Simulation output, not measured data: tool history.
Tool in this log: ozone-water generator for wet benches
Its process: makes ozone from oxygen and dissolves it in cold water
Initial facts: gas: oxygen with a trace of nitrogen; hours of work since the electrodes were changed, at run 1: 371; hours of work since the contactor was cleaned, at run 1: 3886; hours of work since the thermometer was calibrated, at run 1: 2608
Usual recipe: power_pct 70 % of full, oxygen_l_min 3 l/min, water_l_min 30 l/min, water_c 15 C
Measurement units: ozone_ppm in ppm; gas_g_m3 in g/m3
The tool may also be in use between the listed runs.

run	hour	power_pct	oxygen_l_min	water_l_min	water_c	hours of work since the electrodes were changed	hours of work since the contactor was cleaned	hours of work since the thermometer was calibrated	ozone_ppm	gas_g_m3
1	0	70	3	30	15	371	3886	2608	11.3	188.7
2	29.4	70	3	30	15	399	3914	2636	11.2	186.6
3	72.8	70	3	30	15	441	3955	2677	11.2	184.9
4	105.9	70	3	30	15	472	3986	2709	11.1	187.4
5	139.1	70	3	30	15	504	4018	2740	11.4	186.9
6	182	70	3	30	15	544	4058	2781	11.2	187.4
7	215.3	70	3	30	15	576	4090	2813	11.2	186.5
8	240	70	3	30	15	599	4113	2836	11.1	185.4
9	273.4	70	3	30	15	631	4145	2868	11.3	188.2
10	297.2	70	3	30	15	654	4168	2890	11.2	187.2
11	326.5	64	3	30	15	681	4195	2918	10.8	176.2
12	351.1	70	3	45	15	705	4219	2942	7.4	187.5
13	390.8	70	3	45	15	742	4257	2979	7.3	186.8
14	425.3	70	3	44	15	775	4289	3012	7.5	187.4
15	454	70	3	33	15	802	4317	3039	10.3	187.2
16	485.1	70	3	33	15	832	4346	3069	10.4	188.3
17	505.2	70	3	30	15	851	4365	3088	11	185.5
18	540.3	45	2.69	30	15	884	4398	3121	8.4	151.7
19	559.8	45	2.69	30	15	903	4417	3140	8.7	154.8
20	578.7	45	2.69	30	15	921	4435	3158	8.4	154.2
21	620.6	95	2.03	46	22	961	4475	3197	7.8	285.7
22	646.1	70	5.13	30	8	985	4499	3222	12.5	131.4
23	671.9	90	2.63	47	10	1009	4523	3246	8	233.5
24	693.9	70	3.42	22	15	1030	4544	3267	15.1	171.8
25	719	70	3.42	22	15	1054	4568	3291	14.8	170.2
26	746.1	70	3.42	22	15	1080	4594	3317	15	170.1
27	784.1	70	3.42	22	15	1116	4630	3353	15.2	171.8

Run 28 has not been measured yet. What should we expect?
28	815.8	70	2.83	30	15	1146	4660	3383	?	?

{"run 28": {"ozone_ppm": 11.2, "gas_g_m3": 190.3}}
With the hidden condition absent and the run-to-run variation left alone, this run would have shown ozone_ppm 11.9 ppm, gas_g_m3 194.4 g/m3.
